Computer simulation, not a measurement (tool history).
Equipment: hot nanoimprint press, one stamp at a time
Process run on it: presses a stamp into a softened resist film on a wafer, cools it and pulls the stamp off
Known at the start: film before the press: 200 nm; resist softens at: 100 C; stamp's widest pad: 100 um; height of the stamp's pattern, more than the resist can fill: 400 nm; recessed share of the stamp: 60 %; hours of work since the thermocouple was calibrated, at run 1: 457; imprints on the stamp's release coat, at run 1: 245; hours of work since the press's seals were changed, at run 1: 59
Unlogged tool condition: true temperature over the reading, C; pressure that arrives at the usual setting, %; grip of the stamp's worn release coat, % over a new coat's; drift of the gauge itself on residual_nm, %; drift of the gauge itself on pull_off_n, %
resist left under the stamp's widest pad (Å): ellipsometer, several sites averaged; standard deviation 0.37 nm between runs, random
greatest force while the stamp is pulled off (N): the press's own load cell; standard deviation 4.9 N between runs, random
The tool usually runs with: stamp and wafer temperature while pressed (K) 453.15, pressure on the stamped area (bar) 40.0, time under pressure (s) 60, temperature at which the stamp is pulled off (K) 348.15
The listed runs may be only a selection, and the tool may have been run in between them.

| run | hour | stamp and wafer temperature while pressed (K) | pressure on the stamped area (bar) | time under pressure (s) | temperature at which the stamp is pulled off (K) | hours of work since the thermocouple was calibrated | imprints on the stamp's release coat | hours of work since the press's seals were changed | resist left under the stamp's widest pad (Å) | greatest force while the stamp is pulled off (N) |
|---|---|---|---|---|---|---|---|---|---|---|
| 1 | 0.0 | 453.15 | 40.0 | 60 | 348.15 | 457 | 245 | 59 | 842 | 243 |
| 2 | 5.4 | 453.15 | 40.0 | 60 | 348.15 | 459 | 260 | 61 | 839 | 240 |
| 3 | 15.3 | 453.15 | 40.0 | 60 | 348.15 | 464 | 289 | 66 | 838 | 243 |
| 4 | 27.4 | 453.15 | 40.0 | 74 | 348.15 | 470 | 323 | 72 | 772 | 244 |
| 5 | 39.0 | 453.15 | 40.0 | 74 | 348.15 | 475 | 356 | 77 | 775 | 238 |
| 6 | 47.6 | 453.15 | 40.0 | 74 | 348.15 | 479 | 381 | 81 | 768 | 251 |
|  | 51.7 | plate thermocouple calibrated |
| 7 | 60.7 | 453.15 | 40.0 | 74 | 348.15 | 4 | 410 | 86 | 804 | 251 |
| 8 | 69.9 | 453.15 | 40.0 | 74 | 348.15 | 9 | 436 | 90 | 809 | 252 |
| 9 | 76.2 | 453.15 | 40.0 | 74 | 348.15 | 12 | 454 | 93 | 804 | 244 |
| 10 | 85.1 | 453.15 | 40.0 | 37 | 344.15 | 16 | 479 | 98 | 1054 | 276 |
| 11 | 94.5 | 453.15 | 25.7 | 95 | 348.15 | 20 | 506 | 102 | 878 | 256 |
| 12 | 101.7 | 453.15 | 25.7 | 95 | 348.15 | 24 | 527 | 105 | 880 | 249 |
| 13 | 110.1 | 453.15 | 60.1 | 108 | 348.15 | 28 | 551 | 109 | 569 | 256 |
| 14 | 118.4 | 459.15 | 51.5 | 69 | 339.15 | 32 | 574 | 113 | 601 | 308 |
| 15 | 127.3 | 459.15 | 51.5 | 69 | 339.15 | 36 | 600 | 118 | 604 | 317 |
| 16 | 133.7 | 448.15 | 57.0 | 53 | 348.15 | 39 | 618 | 121 | 938 | 258 |
| 17 | 141.2 | 453.15 | 34.9 | 60 | 348.15 | 42 | 639 | 124 | 925 | 259 |
| 18 | 150.0 | 453.15 | 34.9 | 60 | 348.15 | 47 | 665 | 128 | 926 | 257 |

Branching from run 18: 3 alternative next runs. What would each branch give?
| A | 156.1 | 460.15 | 35.5 | 60 | 346.15 | 49 | 682 | 131 | ? | ? |
| B | 156.1 | 453.15 | 31.3 | 50 | 348.15 | 49 | 682 | 131 | ? | ? |
| C | 156.1 | 461.15 | 54.4 | 60 | 348.15 | 49 | 682 | 131 | ? | ? |

| run | resist left under the stamp's widest pad (Å) | greatest force while the stamp is pulled off (N) |
|---|---|---|
| A | 733 | 267 |
| B | 1036 | 268 |
| C | 579 | 250 |
What these runs would have given with no unlogged condition in the tool:
| run | resist left under the stamp's widest pad (Å) | greatest force while the stamp is pulled off (N) |
|---|---|---|
| A | 730 | 243 |
| B | 1034 | 244 |
| C | 575 | 228 |
